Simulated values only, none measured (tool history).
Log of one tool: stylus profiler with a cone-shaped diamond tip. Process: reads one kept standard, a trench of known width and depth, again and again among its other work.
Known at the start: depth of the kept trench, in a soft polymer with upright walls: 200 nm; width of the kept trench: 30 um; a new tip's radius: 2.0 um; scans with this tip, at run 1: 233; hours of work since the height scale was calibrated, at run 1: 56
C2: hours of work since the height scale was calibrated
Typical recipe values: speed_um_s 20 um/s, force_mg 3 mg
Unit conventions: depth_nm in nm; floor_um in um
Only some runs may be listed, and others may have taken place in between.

{"run": 1, "hour": 0.0, "speed_um_s": 20, "force_mg": 3, "scans with this tip": 233, "C2": 56, "depth_nm": 203.39, "floor_um": 28.16}
{"run": 2, "hour": 30.0, "speed_um_s": 20, "force_mg": 3, "scans with this tip": 310, "C2": 75, "depth_nm": 203.39, "floor_um": 28.21}
{"run": 3, "hour": 52.5, "speed_um_s": 20, "force_mg": 3, "scans with this tip": 368, "C2": 88, "depth_nm": 203.28, "floor_um": 28.13}
{"run": 4, "hour": 85.1, "speed_um_s": 20, "force_mg": 3, "scans with this tip": 451, "C2": 109, "depth_nm": 203.4, "floor_um": 28.16}
{"run": 5, "hour": 103.5, "speed_um_s": 20, "force_mg": 3, "scans with this tip": 498, "C2": 120, "depth_nm": 203.38, "floor_um": 28.15}
{"run": 6, "hour": 131.4, "speed_um_s": 20, "force_mg": 3, "scans with this tip": 570, "C2": 137, "depth_nm": 203.35, "floor_um": 28.21}
{"run": 7, "hour": 154.7, "speed_um_s": 20, "force_mg": 3, "scans with this tip": 629, "C2": 151, "depth_nm": 203.18, "floor_um": 28.2}
{"run": 8, "hour": 183.4, "speed_um_s": 20, "force_mg": 3, "scans with this tip": 703, "C2": 169, "depth_nm": 203.35, "floor_um": 28.13}
{"run": 9, "hour": 221.2, "speed_um_s": 20, "force_mg": 3, "scans with this tip": 800, "C2": 192, "depth_nm": 203.22, "floor_um": 28.18}
{"run": 10, "hour": 248.9, "speed_um_s": 5, "force_mg": 3, "scans with this tip": 871, "C2": 210, "depth_nm": 203.23, "floor_um": 28.11}
{"run": 11, "hour": 274.7, "speed_um_s": 5, "force_mg": 3, "scans with this tip": 937, "C2": 225, "depth_nm": 203.24, "floor_um": 28.16}
{"run": 12, "hour": 312.6, "speed_um_s": 20, "force_mg": 3, "scans with this tip": 1034, "C2": 249, "depth_nm": 203.09, "floor_um": 28.14}
{"run": 13, "hour": 345.3, "speed_um_s": 20, "force_mg": 3, "scans with this tip": 1118, "C2": 269, "depth_nm": 203.26, "floor_um": 28.16}
{"run": 14, "hour": 373.8, "speed_um_s": 20, "force_mg": 3, "scans with this tip": 1191, "C2": 286, "depth_nm": 203.17, "floor_um": 28.11}
{"run": 15, "hour": 402.9, "speed_um_s": 42, "force_mg": 7.4, "scans with this tip": 1266, "C2": 304, "depth_nm": 206.01, "floor_um": 28.1}
{"run": 16, "hour": 439.4, "speed_um_s": 29, "force_mg": 2.79, "scans with this tip": 1359, "C2": 327, "depth_nm": 203.03, "floor_um": 28.11}
{"run": 17, "hour": 463.1, "speed_um_s": 29, "force_mg": 2.79, "scans with this tip": 1420, "C2": 341, "depth_nm": 202.98, "floor_um": 28.03}
{"run": 18, "hour": 501.7, "speed_um_s": 13, "force_mg": 4.98, "scans with this tip": 1519, "C2": 365, "depth_nm": 204.56, "floor_um": 28.15}
{"run": 19, "hour": 533.0, "speed_um_s": 8, "force_mg": 1.29, "scans with this tip": 1599, "C2": 385, "depth_nm": 201.7, "floor_um": 28.15}
{"run": 20, "hour": 566.4, "speed_um_s": 8, "force_mg": 1.29, "scans with this tip": 1685, "C2": 405, "depth_nm": 201.7, "floor_um": 28.15}
{"run": 21, "hour": 605.5, "speed_um_s": 8, "force_mg": 1.29, "scans with this tip": 1785, "C2": 429, "depth_nm": 201.67, "floor_um": 28.14}
{"run": 22, "hour": 629.4, "speed_um_s": 19, "force_mg": 1.71, "scans with this tip": 1846, "C2": 444, "depth_nm": 201.98, "floor_um": 28.02}
{"run": 23, "hour": 666.5, "speed_um_s": 62, "force_mg": 6.17, "scans with this tip": 1941, "C2": 467, "depth_nm": 205.25, "floor_um": 28.05}
{"run": 24, "hour": 690.1, "speed_um_s": 11, "force_mg": 1.16, "scans with this tip": 2002, "C2": 481, "depth_nm": 201.36, "floor_um": 28.1}

Consider 5 possible next runs. They are alternatives, not a sequence: every one starts from the tool as it was left by run 24. What does each give?
{"run": "A", "hour": 721.5, "speed_um_s": 6, "force_mg": 3.37, "scans with this tip": 2082, "C2": 501, "depth_nm": "?", "floor_um": "?"}
{"run": "B", "hour": 721.5, "speed_um_s": 8, "force_mg": 3.43, "scans with this tip": 2082, "C2": 501, "depth_nm": "?", "floor_um": "?"}
{"run": "C", "hour": 721.5, "speed_um_s": 11, "force_mg": 2.07, "scans with this tip": 2082, "C2": 501, "depth_nm": "?", "floor_um": "?"}
{"run": "D", "hour": 721.5, "speed_um_s": 21, "force_mg": 4.23, "scans with this tip": 2082, "C2": 501, "depth_nm": "?", "floor_um": "?"}
{"run": "E", "hour": 721.5, "speed_um_s": 6, "force_mg": 1.02, "scans with this tip": 2082, "C2": 501, "depth_nm": "?", "floor_um": "?"}

run=A depth_nm=203.45 floor_um=28.15
run=B depth_nm=203.3 floor_um=28.11
run=C depth_nm=202.38 floor_um=28.09
run=D depth_nm=203.89 floor_um=28.12
run=E depth_nm=201.3 floor_um=28.14
With the hidden condition removed and each run's random variation left untouched, the same runs would have given:
run=A depth_nm=203.73 floor_um=28.24
run=B depth_nm=203.58 floor_um=28.19
run=C depth_nm=202.66 floor_um=28.18
run=D depth_nm=204.17 floor_um=28.21
run=E depth_nm=201.57 floor_um=28.22
